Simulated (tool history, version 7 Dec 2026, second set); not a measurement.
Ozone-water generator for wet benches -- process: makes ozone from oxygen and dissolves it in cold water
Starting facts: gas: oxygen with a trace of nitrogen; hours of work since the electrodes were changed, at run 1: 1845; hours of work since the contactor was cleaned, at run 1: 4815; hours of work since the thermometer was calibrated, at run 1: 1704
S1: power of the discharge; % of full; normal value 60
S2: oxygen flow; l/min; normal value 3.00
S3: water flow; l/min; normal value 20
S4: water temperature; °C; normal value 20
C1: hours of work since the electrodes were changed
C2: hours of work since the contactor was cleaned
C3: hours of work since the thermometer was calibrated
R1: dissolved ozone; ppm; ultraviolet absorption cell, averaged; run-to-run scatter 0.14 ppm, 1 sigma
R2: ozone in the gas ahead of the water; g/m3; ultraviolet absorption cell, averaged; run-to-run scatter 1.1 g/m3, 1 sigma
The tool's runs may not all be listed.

Run 1, day 0.000: usual settings; C1 1845; C2 4815; C3 1704. Result: R1 14.1 ppm, R2 184.5 g/m3.
Run 2, day 3.517: usual settings; C1 1911; C2 4881; C3 1770. Result: R1 14.4 ppm, R2 183.6 g/m3.
Run 3, day 5.546: usual settings; C1 1949; C2 4919; C3 1808. Result: R1 14.4 ppm, R2 185.0 g/m3.
Run 4, day 7.779: usual settings; C1 1991; C2 4961; C3 1850. Result: R1 14.6 ppm, R2 184.5 g/m3.
Run 5, day 11.025: usual settings; C1 2052; C2 5022; C3 1911. Result: R1 14.2 ppm, R2 184.4 g/m3.
Run 6, day 13.154: usual settings but S4 13 °C; C1 2092; C2 5062; C3 1951. Result: R1 15.5 ppm, R2 183.3 g/m3.
Run 7, day 15.475: usual settings; C1 2135; C2 5106; C3 1994. Result: R1 14.2 ppm, R2 183.3 g/m3.
Run 8, day 19.379: usual settings; C1 2209; C2 5179; C3 2068. Result: R1 14.1 ppm, R2 181.9 g/m3.
Run 9, day 21.438: usual settings but S4 22 °C; C1 2247; C2 5218; C3 2106. Result: R1 14.1 ppm, R2 185.5 g/m3.
Run 10, day 23.946: usual settings but S1 69 % of full, S4 22 °C; C1 2294; C2 5265; C3 2153. Result: R1 16.1 ppm, R2 205.9 g/m3.
Run 11, day 27.317: usual settings; C1 2358; C2 5328; C3 2217. Result: R1 14.5 ppm, R2 182.4 g/m3.
Run 12, day 31.375: usual settings but S3 29 l/min; C1 2434; C2 5404; C3 2293. Result: R1 9.6 ppm, R2 182.7 g/m3.
Run 13, day 35.425: usual settings but S3 27 l/min; C1 2510; C2 5480; C3 2369. Result: R1 10.5 ppm, R2 181.3 g/m3.
Run 14, day 38.575: usual settings but S3 19 l/min; C1 2569; C2 5540; C3 2428. Result: R1 15.2 ppm, R2 183.7 g/m3.
Run 15, day 42.475: usual settings but S3 19 l/min; C1 2642; C2 5613; C3 2501. Result: R1 14.6 ppm, R2 183.9 g/m3.
Run 16, day 45.533: usual settings but S3 19 l/min; C1 2700; C2 5670; C3 2559. Result: R1 15.1 ppm, R2 182.7 g/m3.
Run 17, day 48.783: usual settings but S1 100 % of full, S3 19 l/min; C1 2761; C2 5731; C3 2620. Result: R1 23.3 ppm, R2 283.9 g/m3.
Run 18, day 51.112: usual settings but S1 61 % of full, S2 4.07 l/min, S3 26 l/min; C1 2804; C2 5775; C3 2664. Result: R1 11.0 ppm, R2 152.7 g/m3.
Run 19, day 54.950: usual settings but S1 61 % of full, S2 4.07 l/min, S3 15 l/min, S4 18 °C; C1 2876; C2 5847; C3 2736. Result: R1 18.7 ppm, R2 150.0 g/m3.
Run 20, day 56.846: usual settings but S1 84 % of full, S2 4.22 l/min, S3 13 l/min, S4 17 °C; C1 2912; C2 5883; C3 2771. Result: R1 27.6 ppm, R2 196.1 g/m3.
Run 21, day 60.038: usual settings but S2 4.74 l/min, S4 21 °C; C1 2972; C2 5943; C3 2831. Result: R1 13.7 ppm, R2 135.9 g/m3.
Run 22, day 63.079: usual settings but S2 4.63 l/min, S3 22 l/min; C1 3029; C2 6000; C3 2888. Result: R1 12.9 ppm, R2 137.1 g/m3.
Run 23, day 65.342: usual settings but S1 69 % of full, S2 4.63 l/min, S3 22 l/min; C1 3072; C2 6042; C3 2931. Result: R1 14.6 ppm, R2 155.4 g/m3.
Run 24, day 67.554: usual settings but S1 71 % of full, S2 4.20 l/min, S3 13 l/min, S4 23 °C; C1 3113; C2 6084; C3 2972. Result: R1 21.6 ppm, R2 169.0 g/m3.
At day 68.050: contactor cleaned.
Run 25, day 71.717: usual settings but S2 5.19 l/min, S4 14 °C; C1 3188; C2 69; C3 3047. Result: R1 14.6 ppm, R2 125.0 g/m3.
Run 26, day 73.392: usual settings but S1 45 % of full, S2 4.78 l/min, S4 14 °C; C1 3220; C2 100; C3 3079. Result: R1 11.6 ppm, R2 105.7 g/m3.
Run 27, day 77.088: usual settings but S1 45 % of full, S2 4.78 l/min, S4 14 °C; C1 3289; C2 170; C3 3148. Result: R1 11.4 ppm, R2 104.4 g/m3.
Run 28, day 81.158: usual settings but S1 62 % of full, S2 4.78 l/min, S3 14 l/min, S4 17 °C; C1 3365; C2 246; C3 3225. Result: R1 19.6 ppm, R2 138.5 g/m3.

Run 29 is up next; what results do you expect?
Run 29, day 84.338: usual settings but S1 62 % of full, S2 4.78 l/min, S3 14 l/min, S4 17 °C; C1 3425; C2 306; C3 3284. Result: R1 ?, R2 ?.

Run 29 measured R1 19.7 ppm, R2 138.8 g/m3.
Without the tool's hidden state the same run would have given R1 21.4 ppm, R2 146.7 g/m3.

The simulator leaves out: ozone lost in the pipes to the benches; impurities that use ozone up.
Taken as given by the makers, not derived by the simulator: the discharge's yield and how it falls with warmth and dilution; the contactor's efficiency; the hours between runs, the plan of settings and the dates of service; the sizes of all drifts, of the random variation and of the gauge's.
